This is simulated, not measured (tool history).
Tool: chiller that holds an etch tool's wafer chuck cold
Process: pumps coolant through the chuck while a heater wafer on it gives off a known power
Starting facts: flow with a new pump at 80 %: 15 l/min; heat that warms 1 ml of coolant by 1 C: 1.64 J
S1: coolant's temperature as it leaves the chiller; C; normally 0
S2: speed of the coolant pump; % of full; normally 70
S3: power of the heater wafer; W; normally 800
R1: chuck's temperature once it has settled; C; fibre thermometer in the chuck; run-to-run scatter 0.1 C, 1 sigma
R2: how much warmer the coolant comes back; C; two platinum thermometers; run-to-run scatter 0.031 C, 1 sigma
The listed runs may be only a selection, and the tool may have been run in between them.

run    hour  S1  S2    S3    R1    R2
  1       0   0  70   800   8.6  2.35
  2    62.5   0  70   800   8.6  2.33
  3   106.3  -4  70   800   4.6  2.37
  4   195.6   0  70   800   8.5  2.33
  5   259.7   0  70   800   8.8  2.33
  6   312.3   0  70   800   8.9  2.41
  7   358.4  -8  70   800   0.7  2.37
  8   413.8  -8  78   800   0.4  2.15
  9     487  -8  78   800   0.5  2.09
 10   554.2   0  70   800   8.8  2.34
 11   626.5   0  70  1055  11.7  3.19
 12   697.2  -2  70   901   8.3  2.71
 13   779.1  -2  70   901   8.2  2.71
 14   853.3   0  72   729   8.5  2.11
 15   928.6   0  85   403   4.5  0.96
 16  1000.8  -6  70   888   4.4  2.69
 17  1049.8  -7  66   426  -1.3  1.42
 18  1130.5   1  68   809  10.6  2.49
 19  1177.3   1  68   809  10.8  2.55
 20  1239.2  -2  73   555   4.7  1.65

What if the next run were any one of these 4? Each begins from the tool's condition after run 20:
  A  1294.8   5  66  630   ?   ?
  B  1294.8   0  75  447   ?   ?
  C  1294.8  -1  82  492   ?   ?
  D  1294.8   0  75  800   ?   ?

run    R1    R2
  A  13.1  2.09
  B   5.7  1.25
  C   4.8  1.27
  D   9.2  2.26
Without the tool's hidden state the same runs would have given:
run    R1    R2
  A  10.9   1.9
  B   3.9  1.14
  C   3.1  1.15
  D   6.8  2.05

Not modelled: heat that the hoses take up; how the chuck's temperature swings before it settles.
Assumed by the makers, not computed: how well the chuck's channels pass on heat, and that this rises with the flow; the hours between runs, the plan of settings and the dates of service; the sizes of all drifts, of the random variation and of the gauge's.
